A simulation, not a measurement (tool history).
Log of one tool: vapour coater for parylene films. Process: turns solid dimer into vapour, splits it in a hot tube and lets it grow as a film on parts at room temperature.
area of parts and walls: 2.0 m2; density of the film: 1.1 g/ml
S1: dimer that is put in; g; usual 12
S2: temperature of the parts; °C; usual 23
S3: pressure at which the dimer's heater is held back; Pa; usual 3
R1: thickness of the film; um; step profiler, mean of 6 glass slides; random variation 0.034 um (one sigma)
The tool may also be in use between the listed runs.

run 1 hour=0 | S1=12 S2=23 S3=3 | R1=2.96
-- hour=7.7 trap's valve overhauled
run 2 hour=36.7 | S1=12 S2=23 S3=4.08 | R1=2.76
run 3 hour=59.4 | S1=12 S2=23 S3=3 | R1=2.83
run 4 hour=85.3 | S1=12 S2=16 S3=3 | R1=3.61
run 5 hour=105 | S1=12 S2=23 S3=7.59 | R1=2.68
run 6 hour=126.1 | S1=12 S2=23 S3=7.59 | R1=2.65
-- hour=147.4 trap's valve overhauled, once more
run 7 hour=151.9 | S1=17 S2=30 S3=2.53 | R1=3.84
run 8 hour=168.1 | S1=15 S2=28 S3=7.17 | R1=3.4
run 9 hour=181.7 | S1=20 S2=28 S3=7.17 | R1=4.54
run 10 hour=206 | S1=7 S2=23 S3=5.16 | R1=1.9
run 11 hour=225.8 | S1=6 S2=30 S3=10.46 | R1=1.21

Forecast each of these 4 alternatives for the next run:
run A hour=253.3 | S1=8 S2=28 S3=4.19 | R1=?
run B hour=253.3 | S1=8 S2=33 S3=2.18 | R1=?
run C hour=253.3 | S1=9 S2=30 S3=2.07 | R1=?
run D hour=253.3 | S1=12 S2=18 S3=8.9 | R1=?

run=A R1=1.86
run=B R1=1.66
run=C R1=2.01
run=D R1=3.68
Without the tool's hidden state the same runs would have given:
run=A R1=1.88
run=B R1=1.68
run=C R1=2.04
run=D R1=3.73

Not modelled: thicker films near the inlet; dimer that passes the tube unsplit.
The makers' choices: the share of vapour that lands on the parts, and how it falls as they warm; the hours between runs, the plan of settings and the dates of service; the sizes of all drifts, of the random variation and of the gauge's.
